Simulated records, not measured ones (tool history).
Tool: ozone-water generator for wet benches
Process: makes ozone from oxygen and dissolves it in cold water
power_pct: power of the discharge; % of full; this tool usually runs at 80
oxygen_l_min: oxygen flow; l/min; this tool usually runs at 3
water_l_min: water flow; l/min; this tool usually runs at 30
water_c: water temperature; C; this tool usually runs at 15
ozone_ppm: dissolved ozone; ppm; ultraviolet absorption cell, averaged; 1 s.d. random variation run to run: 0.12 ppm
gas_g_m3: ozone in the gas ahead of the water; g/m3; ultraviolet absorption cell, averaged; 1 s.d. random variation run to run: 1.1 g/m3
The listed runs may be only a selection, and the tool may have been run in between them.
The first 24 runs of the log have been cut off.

{"run": 25, "hour": 577.1, "power_pct": 80, "oxygen_l_min": 3, "water_l_min": 25, "water_c": 7, "ozone_ppm": 12.4, "gas_g_m3": 190.9}
{"run": 26, "hour": 601.9, "power_pct": 80, "oxygen_l_min": 3, "water_l_min": 30, "water_c": 15, "ozone_ppm": 9.9, "gas_g_m3": 190.1}
{"run": 27, "hour": 624.0, "power_pct": 80, "oxygen_l_min": 3, "water_l_min": 30, "water_c": 15, "ozone_ppm": 9.8, "gas_g_m3": 190.7}
{"run": 28, "hour": 645.0, "power_pct": 80, "oxygen_l_min": 2.97, "water_l_min": 30, "water_c": 20, "ozone_ppm": 9.4, "gas_g_m3": 190.1}
{"run": 29, "hour": 659.8, "power_pct": 80, "oxygen_l_min": 3, "water_l_min": 43, "water_c": 15, "ozone_ppm": 6.8, "gas_g_m3": 189.1}
{"run": 30, "hour": 689.7, "power_pct": 52, "oxygen_l_min": 2.48, "water_l_min": 43, "water_c": 15, "ozone_ppm": 4.9, "gas_g_m3": 158.4}
{"run": 31, "hour": 717.3, "power_pct": 80, "oxygen_l_min": 4.76, "water_l_min": 28, "water_c": 10, "ozone_ppm": 13.1, "gas_g_m3": 156.9}
{"run": 32, "hour": 750.0, "power_pct": 80, "oxygen_l_min": 4.76, "water_l_min": 28, "water_c": 10, "ozone_ppm": 13, "gas_g_m3": 156}
{"run": 33, "hour": 764.6, "power_pct": 72, "oxygen_l_min": 4.76, "water_l_min": 21, "water_c": 10, "ozone_ppm": 15.9, "gas_g_m3": 146.9}
{"run": 34, "hour": 790.4, "power_pct": 62, "oxygen_l_min": 4.76, "water_l_min": 23, "water_c": 10, "ozone_ppm": 13.2, "gas_g_m3": 134}

3 options for the next run, each taken on its own from the tool as it stands now. Forecast them:
{"run": "A", "hour": 810.9, "power_pct": 80, "oxygen_l_min": 2.13, "water_l_min": 30, "water_c": 15, "ozone_ppm": "?", "gas_g_m3": "?"}
{"run": "B", "hour": 810.9, "power_pct": 80, "oxygen_l_min": 3, "water_l_min": 30, "water_c": 19, "ozone_ppm": "?", "gas_g_m3": "?"}
{"run": "C", "hour": 810.9, "power_pct": 62, "oxygen_l_min": 4.76, "water_l_min": 26, "water_c": 10, "ozone_ppm": "?", "gas_g_m3": "?"}

run=A ozone_ppm=8.7 gas_g_m3=215.9
run=B ozone_ppm=9.5 gas_g_m3=189.2
run=C ozone_ppm=11.8 gas_g_m3=134.7
What these runs would have given with no unlogged condition in the tool:
run=A ozone_ppm=9.2 gas_g_m3=221.7
run=B ozone_ppm=10.1 gas_g_m3=194.3
run=C ozone_ppm=12.5 gas_g_m3=137.7
